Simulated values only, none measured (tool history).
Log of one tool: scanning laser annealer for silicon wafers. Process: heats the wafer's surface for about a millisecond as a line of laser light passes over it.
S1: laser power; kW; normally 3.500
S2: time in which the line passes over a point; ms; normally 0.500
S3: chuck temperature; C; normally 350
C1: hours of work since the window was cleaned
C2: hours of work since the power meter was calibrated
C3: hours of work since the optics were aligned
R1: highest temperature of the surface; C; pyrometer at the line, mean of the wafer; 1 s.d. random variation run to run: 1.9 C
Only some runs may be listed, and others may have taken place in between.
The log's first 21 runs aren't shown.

{"run": 22, "hour": 346.2, "S1": 3.701, "S2": 0.403, "S3": 368, "C1": 423, "C2": 735, "C3": 106, "R1": 1170}
{"run": 23, "hour": 356.4, "S1": 3.66, "S2": 0.435, "S3": 311, "C1": 431, "C2": 742, "C3": 113, "R1": 1133}
{"run": 24, "hour": 375.2, "S1": 3.8, "S2": 0.429, "S3": 328, "C1": 445, "C2": 756, "C3": 127, "R1": 1181}
{"run": 25, "hour": 389.2, "S1": 3.8, "S2": 0.429, "S3": 328, "C1": 455, "C2": 766, "C3": 138, "R1": 1182}
{"run": 26, "hour": 402.3, "S1": 3.001, "S2": 0.555, "S3": 341, "C1": 465, "C2": 776, "C3": 147, "R1": 1060}
{"run": 27, "hour": 417.1, "S1": 3.393, "S2": 0.61, "S3": 350, "C1": 476, "C2": 787, "C3": 158, "R1": 1228}
{"run": 28, "hour": 436.5, "S1": 3.637, "S2": 0.5, "S3": 363, "C1": 490, "C2": 801, "C3": 172, "R1": 1231}
{"run": 29, "hour": 453.7, "S1": 3.736, "S2": 0.5, "S3": 348, "C1": 503, "C2": 814, "C3": 185, "R1": 1251}
{"run": 30, "hour": 465.0, "S1": 3.199, "S2": 0.575, "S3": 349, "C1": 511, "C2": 822, "C3": 193, "R1": 1139}
{"run": 31, "hour": 486.3, "S1": 3.5, "S2": 0.5, "S3": 386, "C1": 527, "C2": 838, "C3": 209, "R1": 1214}
{"run": 32, "hour": 500.6, "S1": 3.5, "S2": 0.606, "S3": 386, "C1": 537, "C2": 849, "C3": 220, "R1": 1295}
{"run": 33, "hour": 512.0, "S1": 3.5, "S2": 0.606, "S3": 386, "C1": 546, "C2": 857, "C3": 228, "R1": 1293}
{"run": 34, "hour": 533.3, "S1": 3.749, "S2": 0.532, "S3": 314, "C1": 561, "C2": 873, "C3": 244, "R1": 1244}
{"run": 35, "hour": 545.0, "S1": 3.749, "S2": 0.532, "S3": 314, "C1": 570, "C2": 881, "C3": 252, "R1": 1250}
{"run": 36, "hour": 557.6, "S1": 3.5, "S2": 0.423, "S3": 353, "C1": 579, "C2": 891, "C3": 262, "R1": 1116}
{"run": 37, "hour": 570.3, "S1": 3.5, "S2": 0.423, "S3": 353, "C1": 589, "C2": 900, "C3": 271, "R1": 1118}
{"run": 38, "hour": 586.4, "S1": 3.015, "S2": 0.554, "S3": 377, "C1": 601, "C2": 912, "C3": 283, "R1": 1098}
{"run": 39, "hour": 597.1, "S1": 3.145, "S2": 0.476, "S3": 350, "C1": 608, "C2": 920, "C3": 291, "R1": 1058}
{"run": 40, "hour": 618.0, "S1": 3.677, "S2": 0.535, "S3": 355, "C1": 624, "C2": 935, "C3": 306, "R1": 1263}

Here are 5 independent what-if runs from the current tool condition. What would each one return?
{"run": "A", "hour": 631.4, "S1": 2.996, "S2": 0.5, "S3": 350, "C1": 634, "C2": 945, "C3": 316, "R1": "?"}
{"run": "B", "hour": 631.4, "S1": 3.547, "S2": 0.396, "S3": 350, "C1": 634, "C2": 945, "C3": 316, "R1": "?"}
{"run": "C", "hour": 631.4, "S1": 3.83, "S2": 0.5, "S3": 381, "C1": 634, "C2": 945, "C3": 316, "R1": "?"}
{"run": "D", "hour": 631.4, "S1": 3.198, "S2": 0.51, "S3": 346, "C1": 634, "C2": 945, "C3": 316, "R1": "?"}
{"run": "E", "hour": 631.4, "S1": 3.792, "S2": 0.47, "S3": 355, "C1": 634, "C2": 945, "C3": 316, "R1": "?"}

run=A R1=1031
run=B R1=1107
run=C R1=1310
run=D R1=1090
run=E R1=1245
Had the tool no hidden state, the same runs would have come out as:
run=A R1=1031
run=B R1=1107
run=C R1=1311
run=D R1=1090
run=E R1=1246
